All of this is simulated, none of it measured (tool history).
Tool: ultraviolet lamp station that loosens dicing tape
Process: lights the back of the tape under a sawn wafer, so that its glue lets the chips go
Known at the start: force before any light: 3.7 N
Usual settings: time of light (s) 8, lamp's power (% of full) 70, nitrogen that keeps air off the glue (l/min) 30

| run | hour | time of light (s) | lamp's power (% of full) | nitrogen that keeps air off the glue (l/min) | force that peels the tape off (N) | light that reached the tape (J/m2) |
|---|---|---|---|---|---|---|
| 1 | 0.0 | 8 | 70 | 30 | 0.373 | 3270 |
| 2 | 23.2 | 8 | 94 | 30 | 0.230 | 4300 |
| 3 | 40.7 | 8 | 70 | 30 | 0.378 | 3220 |
| 4 | 57.9 | 8 | 70 | 45 | 0.339 | 3180 |
| 5 | 79.8 | 8 | 70 | 30 | 0.381 | 3150 |
| 6 | 100.8 | 8 | 70 | 14 | 0.515 | 3160 |
| 7 | 118.6 | 8 | 70 | 30 | 0.391 | 3110 |
| 8 | 142.9 | 8 | 91 | 30 | 0.263 | 4100 |
| 9 | 165.7 | 8 | 91 | 30 | 0.262 | 4080 |
|  | 182.0 | window cleaned of glue's vapour |
| 10 | 188.6 | 8 | 69 | 30 | 0.377 | 3230 |
| 11 | 215.1 | 9 | 70 | 30 | 0.296 | 3630 |
| 12 | 227.8 | 9 | 70 | 30 | 0.314 | 3650 |
| 13 | 253.1 | 8 | 70 | 30 | 0.369 | 3210 |
| 14 | 274.1 | 7 | 70 | 30 | 0.473 | 2810 |
| 15 | 299.9 | 11 | 70 | 30 | 0.243 | 4370 |
| 16 | 317.2 | 8 | 99 | 18 | 0.272 | 4420 |
| 17 | 331.3 | 4 | 70 | 28 | 1.076 | 1560 |
| 18 | 346.1 | 4 | 70 | 28 | 1.050 | 1550 |
| 19 | 360.7 | 4 | 87 | 30 | 0.819 | 1940 |
| 20 | 378.0 | 5 | 79 | 15 | 0.846 | 2190 |
| 21 | 395.4 | 5 | 79 | 15 | 0.837 | 2190 |
| 22 | 414.0 | 5 | 79 | 15 | 0.873 | 2110 |
| 23 | 438.9 | 8 | 74 | 30 | 0.380 | 3240 |
| 24 | 452.4 | 9 | 91 | 30 | 0.234 | 4410 |
| 25 | 465.4 | 11 | 62 | 17 | 0.380 | 3680 |
| 26 | 490.4 | 11 | 68 | 17 | 0.315 | 3980 |
| 27 | 506.3 | 8 | 75 | 19 | 0.426 | 3180 |
| 28 | 532.7 | 10 | 77 | 29 | 0.267 | 4040 |
| 29 | 555.2 | 5 | 66 | 16 | 1.108 | 1760 |

Forecast each of these 4 alternatives for the next run:
| A | 573.9 | 5 | 82 | 53 | ? | ? |
| B | 573.9 | 10 | 72 | 12 | ? | ? |
| C | 573.9 | 5 | 70 | 12 | ? | ? |
| D | 573.9 | 4 | 70 | 52 | ? | ? |

| run | force that peels the tape off (N) | light that reached the tape (J/m2) |
|---|---|---|
| A | 0.622 | 2130 |
| B | 0.430 | 3770 |
| C | 1.141 | 1820 |
| D | 1.031 | 1480 |
Without the tool's hidden state the same runs would have given:
| run | force that peels the tape off (N) | light that reached the tape (J/m2) |
|---|---|---|
| A | 0.469 | 2560 |
| B | 0.324 | 4510 |
| C | 0.925 | 2180 |
| D | 0.820 | 1770 |

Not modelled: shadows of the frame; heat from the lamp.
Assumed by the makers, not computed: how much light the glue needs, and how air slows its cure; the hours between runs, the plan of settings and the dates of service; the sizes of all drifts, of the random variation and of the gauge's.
